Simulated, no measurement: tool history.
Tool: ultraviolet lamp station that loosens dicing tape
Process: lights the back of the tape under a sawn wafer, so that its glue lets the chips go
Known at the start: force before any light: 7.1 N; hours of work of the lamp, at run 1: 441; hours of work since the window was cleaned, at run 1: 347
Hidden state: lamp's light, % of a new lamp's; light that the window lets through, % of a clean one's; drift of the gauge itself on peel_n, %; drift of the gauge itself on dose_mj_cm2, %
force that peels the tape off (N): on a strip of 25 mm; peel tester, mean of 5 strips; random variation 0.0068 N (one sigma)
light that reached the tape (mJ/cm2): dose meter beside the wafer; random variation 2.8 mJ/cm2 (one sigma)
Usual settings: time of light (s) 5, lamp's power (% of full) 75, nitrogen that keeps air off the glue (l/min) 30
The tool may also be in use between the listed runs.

run   hour  time of light (s)  lamp's power (% of full)  nitrogen that keeps air off the glue (l/min)  hours of work of the lamp  hours of work since the window was cleaned  force that peels the tape off (N)  light that reached the tape (mJ/cm2)
  1    0.0                  5                        75                                            30                        441                                         347                              0.603                                   265
  2   10.3                  5                        75                                            30                        449                                         355                              0.646                                   262
  3   21.5                  5                        75                                            30                        458                                         364                              0.653                                   262
  4   35.2                  5                        75                                            30                        469                                         374                              0.642                                   259
  5   45.7                  5                        63                                            30                        477                                         383                              0.975                                   216
  6   60.6                  5                        63                                            30                        489                                         395                              0.990                                   206
  7   78.3                  5                        75                                            30                        503                                         409                              0.724                                   248
  8   87.9                  5                        75                                            30                        511                                         416                              0.724                                   247
  9  102.5                  5                        75                                            30                        523                                         428                              0.768                                   242
 10  119.5                  5                        75                                            30                        536                                         441                              0.759                                   240
 11  137.5                  5                        75                                            45                        550                                         456                              0.568                                   237
     141.9  -- window cleaned of glue's vapour
 12  154.6                  5                        75                                            52                        563                                          10                              0.344                                   272
 13  171.9                  5                        61                                            52                        577                                          24                              0.586                                   218
 14  188.8                  5                        61                                            52                        591                                          37                              0.601                                   217
 15  197.6                  5                        61                                            52                        597                                          44                              0.629                                   214
 16  208.9                  5                        61                                            52                        606                                          53                              0.624                                   214
 17  219.7                  5                        61                                            52                        615                                          62                              0.643                                   210
 18  230.9                  5                        81                                            30                        624                                          71                              0.583                                   275
 19  245.2                  5                        75                                            19                        635                                          82                              1.001                                   252
 20  257.8                  5                        75                                            19                        645                                          92                              1.028                                   253
 21  266.4                  5                        75                                            19                        652                                          99                              1.040                                   249
 22  284.1                  5                        75                                            19                        666                                         113                              1.061                                   244
 23  293.5                  5                        61                                            26                        674                                         120                              1.236                                   197
 24  303.6                  6                        88                                            26                        682                                         128                              0.411                                   337
 25  311.8                  9                        62                                            17                        688                                         135                              0.550                                   355
 26  327.4                  8                        96                                            33                        700                                         147                              0.137                                   478
 27  344.3                  5                        66                                            42                        714                                         161                              0.810                                   206
 28  356.2                  4                        84                                            47                        723                                         170                              0.776                                   207
 29  363.6                  4                        84                                            47                        729                                         176                              0.782                                   205
 30  380.7                  5                        63                                            30                        743                                         189                              1.236                                   188
 31  396.4                  5                        79                                            14                        755                                         202                              1.503                                   232
 32  412.2                  7                        77                                            14                        768                                         214                              0.905                                   316
 33  427.5                  3                        75                                            30                        780                                         226                              2.173                                   127
 34  440.6                  9                        73                                            46                        790                                         237                              0.178                                   367
 35  450.6                  5                        91                                            30                        798                                         245                              0.665                                   250
 36  462.9                  5                        74                                            10                        808                                         255                              2.054                                   206
 37  479.9                  4                        74                                            30                        821                                         268                              1.563                                   160
     491.2  -- lamp changed
 38  494.9                  6                        91                                            34                          3                                         279                              0.110                                   508
 39  512.1                  6                        91                                            34                         17                                         293                              0.108                                   501
 40  528.0                  5                        91                                            26                         29                                         305                              0.240                                   410
 41  538.8                  6                        61                                            35                         38                                         314                              0.312                                   333
 42  550.9                  6                        96                                            47                         47                                         324                              0.095                                   516
 43  565.8                  8                        86                                            30                         59                                         335                              0.093                                   609

4 ways to go on from here, each from the tool as it stands after run 43. What would each give?
  A  579.2                  6                        86                                            33                         70                                         346                                  ?                                     ?
  B  579.2                  5                        75                                            17                         70                                         346                                  ?                                     ?
  C  579.2                  5                        75                                            33                         70                                         346                                  ?                                     ?
  D  579.2                  5                        75                                            30                         70                                         346                                  ?                                     ?

run  force that peels the tape off (N)  light that reached the tape (mJ/cm2)
  A                              0.147                                   455
  B                              0.645                                   328
  C                              0.329                                   326
  D                              0.353                                   326
Without the tool's hidden state the same runs would have given:
run  force that peels the tape off (N)  light that reached the tape (mJ/cm2)
  A                              0.104                                   544
  B                              0.425                                   392
  C                              0.205                                   390
  D                              0.223                                   390
